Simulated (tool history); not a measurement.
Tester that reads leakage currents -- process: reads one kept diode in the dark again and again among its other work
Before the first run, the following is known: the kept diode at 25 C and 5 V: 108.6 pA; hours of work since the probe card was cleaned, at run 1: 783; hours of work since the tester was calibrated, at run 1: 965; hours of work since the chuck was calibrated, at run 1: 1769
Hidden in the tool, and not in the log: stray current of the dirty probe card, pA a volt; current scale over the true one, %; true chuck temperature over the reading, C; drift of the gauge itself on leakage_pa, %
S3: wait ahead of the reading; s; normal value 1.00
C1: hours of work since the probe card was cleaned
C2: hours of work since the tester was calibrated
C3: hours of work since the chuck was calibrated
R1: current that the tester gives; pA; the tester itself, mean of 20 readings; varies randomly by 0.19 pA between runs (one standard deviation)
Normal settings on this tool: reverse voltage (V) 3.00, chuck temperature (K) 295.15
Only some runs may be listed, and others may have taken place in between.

run 1 day=0.000 | reverse_voltage_(V)=3.00 chuck_temperature_(K)=295.15 S3=1.00 | C1=783 C2=965 C3=1769 | R1=57.75
run 2 day=2.267 | reverse_voltage_(V)=3.00 chuck_temperature_(K)=295.15 S3=1.00 | C1=809 C2=990 C3=1794 | R1=57.87
run 3 day=4.550 | reverse_voltage_(V)=3.00 chuck_temperature_(K)=295.15 S3=1.00 | C1=834 C2=1016 C3=1820 | R1=57.94
run 4 day=8.012 | reverse_voltage_(V)=3.00 chuck_temperature_(K)=295.15 S3=1.00 | C1=873 C2=1054 C3=1858 | R1=58.49
run 5 day=10.304 | reverse_voltage_(V)=3.00 chuck_temperature_(K)=295.15 S3=1.00 | C1=899 C2=1080 C3=1884 | R1=58.40
run 6 day=12.567 | reverse_voltage_(V)=3.00 chuck_temperature_(K)=295.15 S3=1.00 | C1=924 C2=1105 C3=1910 | R1=58.69
run 7 day=14.821 | reverse_voltage_(V)=3.00 chuck_temperature_(K)=295.15 S3=1.33 | C1=949 C2=1131 C3=1935 | R1=58.27
run 8 day=17.504 | reverse_voltage_(V)=3.00 chuck_temperature_(K)=327.15 S3=1.00 | C1=980 C2=1161 C3=1965 | R1=914.20
run 9 day=19.046 | reverse_voltage_(V)=3.00 chuck_temperature_(K)=295.15 S3=1.00 | C1=997 C2=1178 C3=1982 | R1=58.78
run 10 day=22.242 | reverse_voltage_(V)=3.00 chuck_temperature_(K)=300.15 S3=1.00 | C1=1033 C2=1214 C3=2018 | R1=89.88
run 11 day=25.379 | reverse_voltage_(V)=3.00 chuck_temperature_(K)=300.15 S3=1.00 | C1=1068 C2=1249 C3=2053 | R1=90.63
-- day=25.833 probe card cleaned and baked
run 12 day=28.279 | reverse_voltage_(V)=3.00 chuck_temperature_(K)=300.15 S3=1.00 | C1=27 C2=1280 C3=2084 | R1=81.15
run 13 day=31.788 | reverse_voltage_(V)=3.00 chuck_temperature_(K)=300.15 S3=1.00 | C1=67 C2=1320 C3=2124 | R1=80.59
run 14 day=35.088 | reverse_voltage_(V)=3.00 chuck_temperature_(K)=300.15 S3=1.00 | C1=104 C2=1357 C3=2161 | R1=81.00
run 15 day=36.975 | reverse_voltage_(V)=3.00 chuck_temperature_(K)=300.15 S3=1.00 | C1=125 C2=1378 C3=2182 | R1=81.75
run 16 day=38.625 | reverse_voltage_(V)=3.00 chuck_temperature_(K)=300.15 S3=1.00 | C1=143 C2=1396 C3=2200 | R1=81.32
run 17 day=40.083 | reverse_voltage_(V)=3.00 chuck_temperature_(K)=300.15 S3=1.00 | C1=160 C2=1413 C3=2217 | R1=81.25
run 18 day=42.742 | reverse_voltage_(V)=3.00 chuck_temperature_(K)=303.15 S3=1.00 | C1=190 C2=1442 C3=2246 | R1=108.08
run 19 day=44.308 | reverse_voltage_(V)=3.00 chuck_temperature_(K)=303.15 S3=1.00 | C1=207 C2=1460 C3=2264 | R1=107.82
-- day=45.275 chuck's temperature calibrated
run 20 day=46.646 | reverse_voltage_(V)=13.21 chuck_temperature_(K)=316.15 S3=6.26 | C1=232 C2=1485 C3=15 | R1=1026.13
run 21 day=48.821 | reverse_voltage_(V)=7.70 chuck_temperature_(K)=312.15 S3=6.26 | C1=257 C2=1510 C3=40 | R1=525.75
run 22 day=50.633 | reverse_voltage_(V)=12.59 chuck_temperature_(K)=304.15 S3=2.04 | C1=277 C2=1530 C3=60 | R1=345.28
run 23 day=52.133 | reverse_voltage_(V)=1.79 chuck_temperature_(K)=295.15 S3=1.54 | C1=294 C2=1547 C3=77 | R1=45.77
run 24 day=53.879 | reverse_voltage_(V)=1.26 chuck_temperature_(K)=321.15 S3=2.32 | C1=313 C2=1566 C3=96 | R1=388.03

Forecast run 25:
run 25 day=56.704 | reverse_voltage_(V)=17.59 chuck_temperature_(K)=298.15 S3=1.29 | C1=345 C2=1598 C3=128 | R1=?

R1: 250.26 pA
If the tool had no hidden condition, the same run with the same run-to-run variation would have returned R1 233.49 pA.
